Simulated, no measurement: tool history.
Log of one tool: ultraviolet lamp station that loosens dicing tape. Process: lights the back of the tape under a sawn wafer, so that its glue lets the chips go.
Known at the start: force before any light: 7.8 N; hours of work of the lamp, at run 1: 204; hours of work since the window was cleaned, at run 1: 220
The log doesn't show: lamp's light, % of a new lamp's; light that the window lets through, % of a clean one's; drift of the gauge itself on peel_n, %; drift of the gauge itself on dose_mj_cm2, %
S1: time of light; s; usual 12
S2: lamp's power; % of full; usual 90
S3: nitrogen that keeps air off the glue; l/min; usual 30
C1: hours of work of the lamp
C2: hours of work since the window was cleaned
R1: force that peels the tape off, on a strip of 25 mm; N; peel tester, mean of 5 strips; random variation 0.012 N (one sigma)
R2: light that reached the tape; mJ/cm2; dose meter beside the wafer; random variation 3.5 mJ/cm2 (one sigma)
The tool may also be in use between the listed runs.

| run | hour | S1 | S2 | S3 | C1 | C2 | R1 | R2 |
|---|---|---|---|---|---|---|---|---|
| 1 | 0 | 12 | 90 | 30 | 204 | 220 | 0.677 | 523 |
| 2 | 6.9 | 12 | 90 | 30 | 208 | 224 | 0.689 | 514 |
| 3 | 13 | 20 | 90 | 30 | 212 | 228 | 0.276 | 863 |
| 4 | 20.5 | 20 | 90 | 30 | 216 | 232 | 0.273 | 858 |
| 5 | 24.6 | 20 | 90 | 30 | 219 | 234 | 0.282 | 857 |
| 6 | 30.3 | 20 | 90 | 30 | 222 | 238 | 0.267 | 859 |
|  | 31.4 | window cleaned of glue's vapour |
| 7 | 35.2 | 12 | 90 | 30 | 225 | 2 | 0.777 | 501 |
| 8 | 39.6 | 12 | 90 | 30 | 227 | 5 | 0.73 | 499 |
| 9 | 46.2 | 12 | 90 | 30 | 231 | 9 | 0.752 | 499 |
| 10 | 54.3 | 12 | 90 | 30 | 236 | 14 | 0.739 | 495 |
| 11 | 59 | 12 | 70 | 13 | 239 | 17 | 1.887 | 385 |
|  | 61.7 | window cleaned of glue's vapour, once more |
| 12 | 67.8 | 12 | 89 | 12 | 244 | 4 | 1.266 | 527 |
| 13 | 73.3 | 12 | 96 | 37 | 247 | 7 | 0.517 | 567 |
| 14 | 78.8 | 6 | 96 | 37 | 250 | 10 | 1.782 | 284 |
| 15 | 85.2 | 20 | 96 | 28 | 254 | 14 | 0.257 | 938 |
| 16 | 91.8 | 9 | 65 | 56 | 258 | 18 | 1.466 | 291 |
| 17 | 101 | 17 | 87 | 12 | 264 | 24 | 0.684 | 725 |
| 18 | 106.1 | 7 | 89 | 35 | 267 | 27 | 1.561 | 300 |
| 19 | 115 | 7 | 89 | 35 | 272 | 32 | 1.563 | 299 |
| 20 | 121.2 | 13 | 98 | 30 | 276 | 36 | 0.508 | 613 |

Forecast each of these 5 alternatives for the next run:
| A | 127.7 | 7 | 94 | 30 | 280 | 40 | ? | ? |
| B | 127.7 | 19 | 94 | 11 | 280 | 40 | ? | ? |
| C | 127.7 | 12 | 70 | 25 | 280 | 40 | ? | ? |
| D | 127.7 | 11 | 85 | 30 | 280 | 40 | ? | ? |
| E | 127.7 | 9 | 69 | 30 | 280 | 40 | ? | ? |

| run | R1 | R2 |
|---|---|---|
| A | 1.579 | 320 |
| B | 0.535 | 861 |
| C | 1.226 | 403 |
| D | 0.881 | 455 |
| E | 1.766 | 301 |
Without the tool's hidden state the same runs would have given:
| run | R1 | R2 |
|---|---|---|
| A | 1.357 | 354 |
| B | 0.439 | 951 |
| C | 1.031 | 445 |
| D | 0.729 | 502 |
| E | 1.527 | 332 |
